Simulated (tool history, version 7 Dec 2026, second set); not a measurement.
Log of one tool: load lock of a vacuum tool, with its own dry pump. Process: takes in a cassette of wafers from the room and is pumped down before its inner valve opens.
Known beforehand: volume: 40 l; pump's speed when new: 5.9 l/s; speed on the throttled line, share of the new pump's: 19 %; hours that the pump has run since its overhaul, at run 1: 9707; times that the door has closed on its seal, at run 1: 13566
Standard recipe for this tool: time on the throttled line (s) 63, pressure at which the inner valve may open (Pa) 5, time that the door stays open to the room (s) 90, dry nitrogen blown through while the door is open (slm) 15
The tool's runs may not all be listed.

run	hour	time on the throttled line (s)	pressure at which the inner valve may open (Pa)	time that the door stays open to the room (s)	dry nitrogen blown through while the door is open (slm)	hours that the pump has run since its overhaul	times that the door has closed on its seal	incoming humidity of the room's air, %	time from the closed door until the inner valve may open (s)	rise of the pressure with all valves shut (Pa/min)
1	0.0	63	5	90	15	9707	13566	44.1	129.0	0.078
2	185.8	63	5	90	15	9892	13904	47.1	130.6	0.085
3	451.3	63	5	90	15	10158	14388	45.9	130.4	0.081
4	700.1	63	5	90	15	10407	14841	47.4	132.2	0.085
5	952.9	63	5	90	15	10659	15302	43.7	130.6	0.076
6	1247.4	63	5	90	15	10954	15838	42.4	132.5	0.080
7	1629.6	63	5	90	25	11336	16535	43.2	130.7	0.076
8	1914.5	63	5	90	15	11621	17054	45.8	131.8	0.089
9	2283.4	63	5	168	15	11990	17726	48.9	134.3	0.134
10	2536.4	63	5	168	15	12243	18187	45.2	133.4	0.127
11	2829.0	52	5	90	15	12536	18720	38.5	126.0	0.082
12	3019.8	52	5	90	15	12726	19068	43.3	126.7	0.085
13	3324.7	37	4	90	15	13031	19623	44.1	117.1	0.093
14	3676.6	37	4	90	15	13383	20264	44.7	118.5	0.090
15	3947.7	63	5	90	28	13654	20758	41.9	133.4	0.074

Branching from run 15: 5 alternative next runs. What would each branch give?
A	4265.1	63	4	90	28	13972	21336	43.1	?	?
B	4265.1	44	5	90	22	13972	21336	42.1	?	?
C	4265.1	63	5	90	30	13972	21336	40.4	?	?
D	4265.1	63	5	90	24	13972	21336	45.1	?	?
E	4265.1	63	5	214	11	13972	21336	41.7	?	?

run	time from the closed door until the inner valve may open (s)	rise of the pressure with all valves shut (Pa/min)
A	139.0	0.076
B	122.8	0.079
C	136.4	0.066
D	137.4	0.077
E	137.2	0.153
Take away the tool's hidden state, keep each run's random variation, and the runs would have read:
run	time from the closed door until the inner valve may open (s)	rise of the pressure with all valves shut (Pa/min)
A	120.7	0.051
B	104.1	0.053
C	118.8	0.040
D	119.6	0.052
E	119.5	0.127
